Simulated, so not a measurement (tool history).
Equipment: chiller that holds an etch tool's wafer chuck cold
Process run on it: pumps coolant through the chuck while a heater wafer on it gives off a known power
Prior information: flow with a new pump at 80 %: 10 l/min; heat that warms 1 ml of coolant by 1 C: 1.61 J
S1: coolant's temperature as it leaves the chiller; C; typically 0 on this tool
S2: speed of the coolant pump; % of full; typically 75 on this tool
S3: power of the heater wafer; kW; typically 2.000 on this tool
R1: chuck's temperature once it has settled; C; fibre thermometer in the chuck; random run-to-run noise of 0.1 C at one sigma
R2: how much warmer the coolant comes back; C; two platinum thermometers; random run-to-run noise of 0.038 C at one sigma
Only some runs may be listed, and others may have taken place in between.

run,day,S1,S2,S3,R1,R2
1,0.000,0,75,2.000,19.6,8.64
2,3.700,0,75,2.000,19.6,8.75
3,5.862,0,75,2.000,19.6,8.72
4,8.575,0,91,2.000,16.2,7.06
5,11.100,9,75,2.000,28.8,8.78
6,15.083,0,89,2.000,16.6,7.32
7,19.054,0,89,2.000,16.9,7.35
8,22.817,0,75,2.045,20.3,9.07
9,26.746,0,75,2.045,20.6,9.06
10,30.392,0,75,2.045,20.5,9.10
11,34.275,0,67,2.944,33.9,14.98
12,37.088,2,75,2.133,23.8,9.53
13,40.279,2,75,2.133,24.1,9.57

Estimate the outcome of run 14 from the log above:
14,43.875,2,75,2.133,?,?

{"run 14": {"R1": 24.0, "R2": 9.75}}
The same run, on a tool lacking any hidden state, would have yielded R1 20.4 C, R2 8.67 C.
